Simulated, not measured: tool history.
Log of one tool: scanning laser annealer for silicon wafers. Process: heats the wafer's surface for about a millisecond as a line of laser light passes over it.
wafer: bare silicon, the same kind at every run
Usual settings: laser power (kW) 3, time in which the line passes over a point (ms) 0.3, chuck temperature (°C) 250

| run | hour | laser power (kW) | time in which the line passes over a point (ms) | chuck temperature (°C) | highest temperature of the surface (°C) |
|---|---|---|---|---|---|
| 1 | 0 | 3 | 0.3 | 250 | 945 |
| 2 | 4.1 | 3 | 0.3 | 250 | 942 |
| 3 | 12.5 | 3 | 0.3 | 250 | 947 |
| 4 | 18.5 | 3 | 0.3 | 250 | 943 |
| 5 | 23.9 | 3 | 0.3 | 250 | 940 |
| 6 | 33.2 | 3 | 0.3 | 250 | 943 |
| 7 | 39.1 | 3 | 0.3 | 250 | 942 |
| 8 | 47.6 | 3 | 0.306 | 250 | 949 |
| 9 | 56 | 3 | 0.3 | 239 | 934 |
| 10 | 63.2 | 3 | 0.244 | 239 | 853 |
| 11 | 70.7 | 3 | 0.3 | 232 | 924 |
| 12 | 76.8 | 3 | 0.3 | 232 | 925 |
| 13 | 85.8 | 3 | 0.255 | 250 | 879 |
| 14 | 89.6 | 3 | 0.255 | 250 | 878 |
| 15 | 93.6 | 3.16 | 0.3 | 250 | 974 |
| 16 | 99.6 | 3.16 | 0.3 | 250 | 979 |
| 17 | 104.4 | 3 | 0.3 | 250 | 941 |
| 18 | 109.9 | 3 | 0.3 | 263 | 952 |
| 19 | 117.7 | 3 | 0.3 | 275 | 966 |
|  | 123.1 | optics aligned, line set to its width |
| 20 | 129 | 3 | 0.3 | 275 | 966 |
| 21 | 133.8 | 3 | 0.3 | 275 | 966 |
|  | 141.9 | optics aligned, line set to its width, once more |
| 22 | 142.7 | 3 | 0.3 | 275 | 967 |
| 23 | 150.3 | 3 | 0.305 | 215 | 914 |
| 24 | 155.8 | 3 | 0.305 | 215 | 912 |
| 25 | 161.2 | 2.7 | 0.352 | 261 | 944 |

Forecast run 26:
| 26 | 170.3 | 3 | 0.277 | 250 | ? |

{"run 26": {"highest temperature of the surface (°C)": 908}}
Without the tool's hidden state the same run would have given highest temperature of the surface (°C) 930.
